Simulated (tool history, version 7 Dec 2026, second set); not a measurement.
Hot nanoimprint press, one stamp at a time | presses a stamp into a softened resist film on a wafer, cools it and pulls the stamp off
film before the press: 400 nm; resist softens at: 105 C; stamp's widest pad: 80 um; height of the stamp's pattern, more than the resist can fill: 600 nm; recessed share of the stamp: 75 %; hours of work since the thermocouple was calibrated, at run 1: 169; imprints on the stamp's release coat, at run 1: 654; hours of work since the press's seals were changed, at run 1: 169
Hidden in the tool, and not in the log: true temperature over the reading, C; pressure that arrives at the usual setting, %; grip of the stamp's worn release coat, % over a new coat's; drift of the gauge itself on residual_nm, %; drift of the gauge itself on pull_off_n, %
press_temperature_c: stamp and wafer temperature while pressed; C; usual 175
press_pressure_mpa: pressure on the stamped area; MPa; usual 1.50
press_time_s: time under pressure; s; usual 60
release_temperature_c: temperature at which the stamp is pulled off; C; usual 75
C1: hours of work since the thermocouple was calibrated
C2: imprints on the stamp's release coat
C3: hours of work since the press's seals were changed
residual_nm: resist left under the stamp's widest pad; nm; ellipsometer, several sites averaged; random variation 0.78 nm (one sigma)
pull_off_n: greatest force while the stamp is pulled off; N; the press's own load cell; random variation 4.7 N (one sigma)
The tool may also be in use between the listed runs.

{"run": 1, "day": 0.0, "press_temperature_c": 175, "press_pressure_mpa": 1.5, "press_time_s": 60, "release_temperature_c": 75, "C1": 169, "C2": 654, "C3": 169, "residual_nm": 180.9, "pull_off_n": 235}
{"run": 2, "day": 1.712, "press_temperature_c": 175, "press_pressure_mpa": 1.5, "press_time_s": 60, "release_temperature_c": 75, "C1": 202, "C2": 896, "C3": 202, "residual_nm": 179.3, "pull_off_n": 222}
{"run": 3, "day": 3.254, "press_temperature_c": 175, "press_pressure_mpa": 1.5, "press_time_s": 36, "release_temperature_c": 75, "C1": 231, "C2": 1114, "C3": 231, "residual_nm": 214.7, "pull_off_n": 232}
{"run": 4, "day": 4.783, "press_temperature_c": 175, "press_pressure_mpa": 1.5, "press_time_s": 36, "release_temperature_c": 75, "C1": 261, "C2": 1330, "C3": 261, "residual_nm": 215.4, "pull_off_n": 226}
{"run": 5, "day": 6.362, "press_temperature_c": 175, "press_pressure_mpa": 1.5, "press_time_s": 60, "release_temperature_c": 75, "C1": 291, "C2": 1553, "C3": 291, "residual_nm": 180.5, "pull_off_n": 227}
{"run": 6, "day": 8.667, "press_temperature_c": 175, "press_pressure_mpa": 1.5, "press_time_s": 60, "release_temperature_c": 75, "C1": 335, "C2": 1879, "C3": 335, "residual_nm": 182.4, "pull_off_n": 230}
{"run": 7, "day": 10.217, "press_temperature_c": 175, "press_pressure_mpa": 1.5, "press_time_s": 60, "release_temperature_c": 75, "C1": 365, "C2": 2098, "C3": 365, "residual_nm": 182.0, "pull_off_n": 226}
{"day": 12.608, "done": "stamp cleaned and given a new release coat"}
{"run": 8, "day": 12.608, "press_temperature_c": 175, "press_pressure_mpa": 1.5, "press_time_s": 60, "release_temperature_c": 75, "C1": 405, "C2": 0, "C3": 405, "residual_nm": 181.7, "pull_off_n": 226}
{"run": 9, "day": 13.983, "press_temperature_c": 175, "press_pressure_mpa": 1.5, "press_time_s": 49, "release_temperature_c": 75, "C1": 432, "C2": 194, "C3": 432, "residual_nm": 196.0, "pull_off_n": 232}
{"run": 10, "day": 15.675, "press_temperature_c": 175, "press_pressure_mpa": 1.5, "press_time_s": 49, "release_temperature_c": 73, "C1": 464, "C2": 433, "C3": 464, "residual_nm": 195.0, "pull_off_n": 229}
{"day": 16.567, "done": "plate thermocouple calibrated"}
{"run": 11, "day": 17.75, "press_temperature_c": 175, "press_pressure_mpa": 1.5, "press_time_s": 49, "release_temperature_c": 73, "C1": 23, "C2": 708, "C3": 501, "residual_nm": 194.2, "pull_off_n": 227}
{"run": 12, "day": 19.142, "press_temperature_c": 175, "press_pressure_mpa": 1.68, "press_time_s": 60, "release_temperature_c": 75, "C1": 49, "C2": 905, "C3": 528, "residual_nm": 173.4, "pull_off_n": 231}
{"run": 13, "day": 20.725, "press_temperature_c": 175, "press_pressure_mpa": 1.68, "press_time_s": 60, "release_temperature_c": 75, "C1": 79, "C2": 1128, "C3": 558, "residual_nm": 172.1, "pull_off_n": 230}
{"run": 14, "day": 23.054, "press_temperature_c": 175, "press_pressure_mpa": 1.5, "press_time_s": 60, "release_temperature_c": 75, "C1": 124, "C2": 1458, "C3": 603, "residual_nm": 182.7, "pull_off_n": 223}
{"run": 15, "day": 24.783, "press_temperature_c": 171, "press_pressure_mpa": 1.13, "press_time_s": 60, "release_temperature_c": 75, "C1": 157, "C2": 1702, "C3": 636, "residual_nm": 241.1, "pull_off_n": 225}
{"run": 16, "day": 26.129, "press_temperature_c": 183, "press_pressure_mpa": 0.95, "press_time_s": 38, "release_temperature_c": 66, "C1": 183, "C2": 1892, "C3": 661, "residual_nm": 198.1, "pull_off_n": 238}
{"run": 17, "day": 28.208, "press_temperature_c": 175, "press_pressure_mpa": 1.5, "press_time_s": 63, "release_temperature_c": 75, "C1": 223, "C2": 2186, "C3": 701, "residual_nm": 179.6, "pull_off_n": 236}
{"day": 30.046, "done": "stamp cleaned and given a new release coat"}
{"run": 18, "day": 30.188, "press_temperature_c": 186, "press_pressure_mpa": 1.5, "press_time_s": 61, "release_temperature_c": 75, "C1": 256, "C2": 20, "C3": 734, "residual_nm": 117.1, "pull_off_n": 228}
{"run": 19, "day": 31.246, "press_temperature_c": 176, "press_pressure_mpa": 1.92, "press_time_s": 79, "release_temperature_c": 78, "C1": 276, "C2": 170, "C3": 754, "residual_nm": 140.0, "pull_off_n": 232}
{"run": 20, "day": 32.808, "press_temperature_c": 176, "press_pressure_mpa": 1.92, "press_time_s": 79, "release_temperature_c": 78, "C1": 306, "C2": 390, "C3": 784, "residual_nm": 140.1, "pull_off_n": 227}
{"run": 21, "day": 34.925, "press_temperature_c": 175, "press_pressure_mpa": 1.5, "press_time_s": 55, "release_temperature_c": 75, "C1": 346, "C2": 690, "C3": 825, "residual_nm": 189.8, "pull_off_n": 224}
{"run": 22, "day": 36.95, "press_temperature_c": 175, "press_pressure_mpa": 1.5, "press_time_s": 55, "release_temperature_c": 75, "C1": 385, "C2": 976, "C3": 863, "residual_nm": 191.1, "pull_off_n": 231}
{"run": 23, "day": 39.096, "press_temperature_c": 176, "press_pressure_mpa": 1.88, "press_time_s": 49, "release_temperature_c": 60, "C1": 426, "C2": 1279, "C3": 904, "residual_nm": 170.8, "pull_off_n": 246}
{"run": 24, "day": 40.096, "press_temperature_c": 176, "press_pressure_mpa": 1.88, "press_time_s": 49, "release_temperature_c": 60, "C1": 445, "C2": 1420, "C3": 924, "residual_nm": 170.3, "pull_off_n": 251}
{"run": 25, "day": 41.092, "press_temperature_c": 169, "press_pressure_mpa": 1.09, "press_time_s": 86, "release_temperature_c": 74, "C1": 464, "C2": 1561, "C3": 943, "residual_nm": 240.3, "pull_off_n": 234}

Forecast run 26:
{"day": 42.075, "done": "plate thermocouple calibrated"}
{"day": 42.425, "done": "gauge calibrated"}
{"day": 43.05, "done": "press's hydraulic seals changed and the load cell set to zero"}
{"run": 26, "day": 43.342, "press_temperature_c": 180, "press_pressure_mpa": 1.41, "press_time_s": 60, "release_temperature_c": 75, "C1": 18, "C2": 1814, "C3": 6, "residual_nm": "?", "pull_off_n": "?"}

{"run 26": {"residual_nm": 152.1, "pull_off_n": 234}}
Without the tool's hidden state the same run would have given residual_nm 152.0 nm, pull_off_n 231 N.

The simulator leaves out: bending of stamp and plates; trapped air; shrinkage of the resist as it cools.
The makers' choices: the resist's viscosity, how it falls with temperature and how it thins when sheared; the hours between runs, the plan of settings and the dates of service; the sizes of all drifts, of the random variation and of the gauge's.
